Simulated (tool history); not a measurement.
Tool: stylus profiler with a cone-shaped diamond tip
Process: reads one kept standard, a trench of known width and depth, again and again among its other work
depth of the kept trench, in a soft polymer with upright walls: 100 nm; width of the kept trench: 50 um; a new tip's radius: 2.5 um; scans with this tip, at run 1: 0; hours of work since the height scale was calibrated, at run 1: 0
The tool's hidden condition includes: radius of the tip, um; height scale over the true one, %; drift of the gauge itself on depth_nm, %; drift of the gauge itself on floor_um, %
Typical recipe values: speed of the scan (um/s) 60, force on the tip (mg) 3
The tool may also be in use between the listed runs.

run	hour	speed of the scan (um/s)	force on the tip (mg)	scans with this tip	hours of work since the height scale was calibrated	depth of the trench (angstrom)	width of the trench's floor (um)
1	0	60	3	0	0	1006.5	48.52
2	21.4	60	3	133	11	1006.7	48.53
3	41.3	60	3	257	21	1006.2	48.47
4	60.2	60	3	373	31	1006.4	48.45
5	83.6	60	3	519	43	1006.5	48.45
6	115.5	60	5.04	717	59	1008.9	48.52
7	141.2	60	5.04	876	72	1008.9	48.47
8	170.6	42	3	1058	87	1006.1	48.48
9	190.3	60	3	1180	97	1006.4	48.43
10	211.7	60	8.04	1313	108	1012.6	48.49
11	239.8	60	8.04	1487	122	1012.7	48.37
12	275.2	60	1.03	1706	140	1002.7	48.33
13	307.4	60	1.03	1906	157	1002.7	48.32
14	339.1	60	1.03	2103	173	1002.5	48.22
15	369.5	60	1.03	2291	189	1002.7	48.17
16	394.2	60	1.03	2444	201	1002.5	48.25
17	410.4	60	1.03	2545	209	1002.4	48.23
18	446	140	3	2766	228	1005.9	48.14
19	467.2	140	3	2897	238	1006.1	48.1
20	501.8	151	6.61	3111	256	1010.2	48.2
21	520.4	157	2.41	3227	266	1004.6	48
22	537.3	43	1.27	3331	274	1002.7	48.25
23	552.6	43	1.27	3426	282	1003	48.26
24	583.8	27	3	3620	298	1006.2	48.29
25	608.5	27	3	3773	311	1005.7	48.36
26	632.3	27	3	3920	323	1005.5	48.31
27	663.8	30	3.34	4115	339	1006	48.33
28	694.4	30	3.34	4305	354	1006.2	48.31
29	727.1	163	2.21	4508	371	1004.4	47.91
30	759.4	163	2.21	4708	388	1004.3	47.92
31	779.4	47	8.48	4832	398	1012.1	48.31
32	797.1	130	1.02	4942	407	1002.1	47.78
33	828.9	33	8.61	5139	423	1012.4	48.31
34	854.5	33	8.61	5297	436	1012.5	48.28
35	869.1	128	1.36	5388	444	1002.5	47.84
36	898.2	95	1.07	5569	458	1002.1	47.92
37	917.8	104	1.81	5690	468	1003.5	47.92
38	951.5	208	6.69	5899	486	1010	47.9

Results for each run, recomputed without the tool's hidden state and with each run's random variation untouched:
run	depth of the trench (angstrom)	width of the trench's floor (um)
1	1006.7	48.5
2	1006.9	48.51
3	1006.5	48.46
4	1006.7	48.45
5	1006.8	48.46
6	1009.3	48.54
7	1009.2	48.51
8	1006.5	48.52
9	1006.8	48.48
10	1013.1	48.55
11	1013.1	48.44
12	1003.3	48.41
13	1003.3	48.41
14	1003.1	48.32
15	1003.3	48.29
16	1003.1	48.37
17	1003.1	48.37
18	1006.6	48.28
19	1006.8	48.25
20	1011.1	48.37
21	1005.5	48.17
22	1003.5	48.43
23	1003.9	48.44
24	1007.1	48.48
25	1006.7	48.56
26	1006.5	48.53
27	1007.1	48.56
28	1007.2	48.54
29	1005.5	48.15
30	1005.5	48.17
31	1013.3	48.57
32	1003.3	48.05
33	1013.6	48.59
34	1013.8	48.57
35	1003.8	48.13
36	1003.4	48.22
37	1004.8	48.23
38	1011.4	48.22

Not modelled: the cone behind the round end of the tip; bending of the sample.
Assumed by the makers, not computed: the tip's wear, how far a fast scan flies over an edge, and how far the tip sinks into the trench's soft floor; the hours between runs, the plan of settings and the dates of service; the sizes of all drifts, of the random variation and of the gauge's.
